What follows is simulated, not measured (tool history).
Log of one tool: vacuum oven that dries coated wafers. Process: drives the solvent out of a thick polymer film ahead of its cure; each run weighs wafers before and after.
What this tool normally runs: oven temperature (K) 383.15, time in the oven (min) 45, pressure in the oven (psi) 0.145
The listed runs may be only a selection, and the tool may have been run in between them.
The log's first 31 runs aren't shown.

run	day	oven temperature (K)	time in the oven (min)	pressure in the oven (psi)	hours of work since the thermocouples were calibrated	hours of work since the vacuum gauge was cleaned of residue	solvent left in the film (%)
32	26.038	376.15	61	0.119	1352	519	2.75
33	27.162	376.15	61	0.119	1363	531	2.72
34	27.792	376.15	61	0.119	1370	538	2.83
35	29.021	383.15	35	0.236	1383	551	3.25
36	29.542	383.15	35	0.236	1388	556	3.32
37	30.646	383.15	33	0.078	1400	568	3.2
38	31.262	392.15	35	0.276	1406	574	1.45
39	32.025	392.15	35	0.276	1414	582	1.45
40	33.108	383.15	77	0.145	1426	593	0.96
41	33.888	387.15	62	0.348	1434	602	1.28
42	34.562	372.15	62	0.158	1441	609	3.77
43	35.104	397.15	72	0.197	1447	614	0.36
44	35.929	397.15	72	0.197	1455	623	0.32
45	37.071	383.15	65	0.409	1467	635	1.83
46	38.267	385.15	51	0.322	1480	647	1.9
47	39.321	383.15	57	0.074	1491	658	1.53

Here are 3 independent what-if runs from the current tool condition. What would each one return?
A	39.867	384.15	29	0.577	1496	664	?
B	39.867	371.15	44	0.138	1496	664	?
C	39.867	373.15	72	0.074	1496	664	?

run	solvent left in the film (%)
A	4.13
B	5.12
C	2.87
Stripped of hidden state, with their random variation kept, the same runs would have yielded:
run	solvent left in the film (%)
A	3.63
B	4.59
C	2.34
